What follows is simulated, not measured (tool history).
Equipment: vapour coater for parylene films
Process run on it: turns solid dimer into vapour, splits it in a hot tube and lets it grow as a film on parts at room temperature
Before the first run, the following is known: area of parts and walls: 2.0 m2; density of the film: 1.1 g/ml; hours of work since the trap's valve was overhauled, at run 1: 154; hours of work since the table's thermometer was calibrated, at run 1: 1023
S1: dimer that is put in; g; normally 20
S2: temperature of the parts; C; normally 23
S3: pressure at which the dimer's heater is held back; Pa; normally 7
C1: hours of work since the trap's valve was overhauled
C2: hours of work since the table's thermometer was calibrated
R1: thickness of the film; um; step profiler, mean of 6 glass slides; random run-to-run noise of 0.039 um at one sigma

{"run": 1, "hour": 0.0, "S1": 20, "S2": 23, "S3": 7, "C1": 154, "C2": 1023, "R1": 6.38}
{"run": 2, "hour": 34.7, "S1": 20, "S2": 23, "S3": 7, "C1": 184, "C2": 1053, "R1": 6.41}
{"run": 3, "hour": 71.2, "S1": 20, "S2": 23, "S3": 8.05, "C1": 216, "C2": 1085, "R1": 6.33}
{"hour": 99.0, "done": "trap's valve overhauled"}
{"run": 4, "hour": 107.9, "S1": 20, "S2": 23, "S3": 8.05, "C1": 8, "C2": 1113, "R1": 6.34}
{"run": 5, "hour": 140.8, "S1": 20, "S2": 23, "S3": 8.05, "C1": 36, "C2": 1142, "R1": 6.34}
{"run": 6, "hour": 180.5, "S1": 20, "S2": 23, "S3": 8.05, "C1": 71, "C2": 1176, "R1": 6.3}
{"run": 7, "hour": 228.1, "S1": 9, "S2": 23, "S3": 7, "C1": 112, "C2": 1218, "R1": 2.83}
{"run": 8, "hour": 254.3, "S1": 9, "S2": 23, "S3": 7, "C1": 135, "C2": 1241, "R1": 2.88}
{"run": 9, "hour": 296.6, "S1": 20, "S2": 23, "S3": 7, "C1": 172, "C2": 1278, "R1": 6.37}
{"run": 10, "hour": 334.1, "S1": 33, "S2": 17, "S3": 7.63, "C1": 205, "C2": 1310, "R1": 11.91}
{"hour": 373.2, "done": "trap's valve overhauled"}
{"run": 11, "hour": 385.1, "S1": 12, "S2": 23, "S3": 7, "C1": 10, "C2": 1351, "R1": 3.87}
{"run": 12, "hour": 414.3, "S1": 10, "S2": 23, "S3": 7, "C1": 36, "C2": 1377, "R1": 3.27}

Run 13 has not been measured yet. What should we expect?
{"run": 13, "hour": 461.9, "S1": 8, "S2": 16, "S3": 6.3, "C1": 77, "C2": 1418, "R1": "?"}

Run 13 came out at R1 2.97 um.
Without the tool's hidden state the same run would have given R1 2.97 um.
